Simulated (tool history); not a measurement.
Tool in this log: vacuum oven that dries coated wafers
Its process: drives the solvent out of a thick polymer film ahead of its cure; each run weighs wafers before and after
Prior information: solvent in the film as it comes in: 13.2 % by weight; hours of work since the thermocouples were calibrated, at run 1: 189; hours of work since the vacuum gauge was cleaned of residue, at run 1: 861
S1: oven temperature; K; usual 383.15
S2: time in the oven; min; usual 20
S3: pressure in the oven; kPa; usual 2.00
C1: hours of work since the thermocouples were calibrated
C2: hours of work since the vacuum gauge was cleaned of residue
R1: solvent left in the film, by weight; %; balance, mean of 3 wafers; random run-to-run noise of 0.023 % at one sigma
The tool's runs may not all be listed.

| run | hour | S1 | S2 | S3 | C1 | C2 | R1 |
|---|---|---|---|---|---|---|---|
| 1 | 0.0 | 383.15 | 20 | 2.00 | 189 | 861 | 2.97 |
| 2 | 12.6 | 383.15 | 20 | 2.00 | 194 | 866 | 2.92 |
| 3 | 25.4 | 383.15 | 20 | 2.00 | 199 | 872 | 2.93 |
| 4 | 34.7 | 383.15 | 20 | 2.00 | 203 | 875 | 2.97 |
| 5 | 49.8 | 383.15 | 20 | 2.00 | 209 | 881 | 2.93 |
| 6 | 59.2 | 383.15 | 20 | 2.00 | 212 | 885 | 2.95 |
| 7 | 75.9 | 383.15 | 20 | 2.00 | 219 | 892 | 2.93 |
| 8 | 88.5 | 383.15 | 20 | 4.00 | 224 | 897 | 5.35 |
| 9 | 106.1 | 383.15 | 20 | 4.00 | 231 | 904 | 5.32 |
| 10 | 122.6 | 383.15 | 20 | 1.09 | 238 | 911 | 1.89 |
| 11 | 136.7 | 397.15 | 20 | 2.00 | 244 | 917 | 1.67 |
| 12 | 146.3 | 397.15 | 20 | 2.00 | 248 | 920 | 1.66 |
| 13 | 162.5 | 397.15 | 20 | 6.26 | 254 | 927 | 4.94 |
| 14 | 176.6 | 397.15 | 20 | 6.26 | 260 | 933 | 5.01 |
| 15 | 187.8 | 397.15 | 20 | 6.26 | 264 | 937 | 4.96 |
| 16 | 201.0 | 397.15 | 20 | 6.26 | 270 | 943 | 4.98 |
| 17 | 209.2 | 397.15 | 20 | 6.26 | 273 | 946 | 4.99 |
| 18 | 217.4 | 397.15 | 20 | 2.00 | 276 | 949 | 1.66 |
| 19 | 236.3 | 397.15 | 20 | 2.00 | 284 | 957 | 1.68 |
| 20 | 254.8 | 397.15 | 20 | 2.00 | 292 | 964 | 1.64 |
| 21 | 273.4 | 383.15 | 20 | 2.00 | 299 | 972 | 2.95 |
| 22 | 285.7 | 383.15 | 20 | 2.00 | 304 | 977 | 2.96 |
| 23 | 295.1 | 383.15 | 20 | 2.00 | 308 | 981 | 2.97 |
| 24 | 307.3 | 383.15 | 20 | 1.21 | 313 | 986 | 2.02 |
| 25 | 321.9 | 383.15 | 26 | 1.21 | 319 | 992 | 1.80 |
| 26 | 329.8 | 383.15 | 26 | 1.21 | 322 | 995 | 1.80 |
| 27 | 345.5 | 383.15 | 19 | 2.40 | 328 | 1001 | 3.52 |
| 28 | 360.0 | 387.15 | 20 | 1.90 | 334 | 1007 | 2.32 |
| 29 | 373.1 | 387.15 | 20 | 1.90 | 339 | 1012 | 2.32 |
| 30 | 385.9 | 387.15 | 20 | 1.18 | 345 | 1017 | 1.54 |
| 31 | 394.4 | 385.15 | 30 | 2.00 | 348 | 1021 | 2.54 |
| 32 | 406.1 | 375.15 | 24 | 2.83 | 353 | 1026 | 5.63 |
| 33 | 424.0 | 383.15 | 18 | 6.50 | 360 | 1033 | 8.48 |
|  | 427.2 | vacuum gauge cleaned of residue and calibrated |
| 34 | 437.3 | 372.15 | 18 | 6.50 | 365 | 4 | 12.38 |
| 35 | 446.2 | 372.15 | 18 | 6.50 | 368 | 8 | 12.30 |
| 36 | 457.8 | 372.15 | 18 | 6.50 | 373 | 12 | 12.49 |
| 37 | 468.9 | 385.15 | 20 | 6.50 | 378 | 17 | 7.85 |
| 38 | 480.0 | 385.15 | 20 | 6.50 | 382 | 21 | 7.89 |
| 39 | 489.8 | 385.15 | 11 | 2.00 | 386 | 25 | 3.70 |
| 40 | 506.4 | 384.15 | 32 | 2.15 | 393 | 32 | 2.82 |
|  | 514.8 | vacuum gauge cleaned of residue and calibrated, once more |
| 41 | 518.4 | 384.15 | 32 | 2.15 | 397 | 1 | 2.65 |
| 42 | 535.3 | 384.15 | 32 | 2.15 | 404 | 8 | 2.67 |
| 43 | 553.3 | 384.15 | 32 | 2.15 | 411 | 16 | 2.66 |
| 44 | 561.2 | 384.15 | 15 | 2.15 | 414 | 19 | 3.29 |
| 45 | 577.2 | 374.15 | 12 | 1.68 | 421 | 25 | 5.94 |
| 46 | 590.0 | 370.15 | 12 | 1.68 | 426 | 30 | 7.18 |
| 47 | 598.2 | 391.15 | 34 | 2.79 | 429 | 34 | 2.68 |
| 48 | 609.5 | 391.15 | 34 | 2.79 | 434 | 38 | 2.69 |

Branching from run 48: 3 alternative next runs. What would each branch give?
| A | 624.0 | 391.15 | 34 | 6.45 | 440 | 44 | ? |
| B | 624.0 | 372.15 | 20 | 2.23 | 440 | 44 | ? |
| C | 624.0 | 391.15 | 34 | 6.87 | 440 | 44 | ? |

| run | R1 |
|---|---|
| A | 6.18 |
| B | 5.89 |
| C | 6.60 |
Had the tool no hidden state, the same runs would have come out as:
| run | R1 |
|---|---|
| A | 5.94 |
| B | 5.54 |
| C | 6.35 |
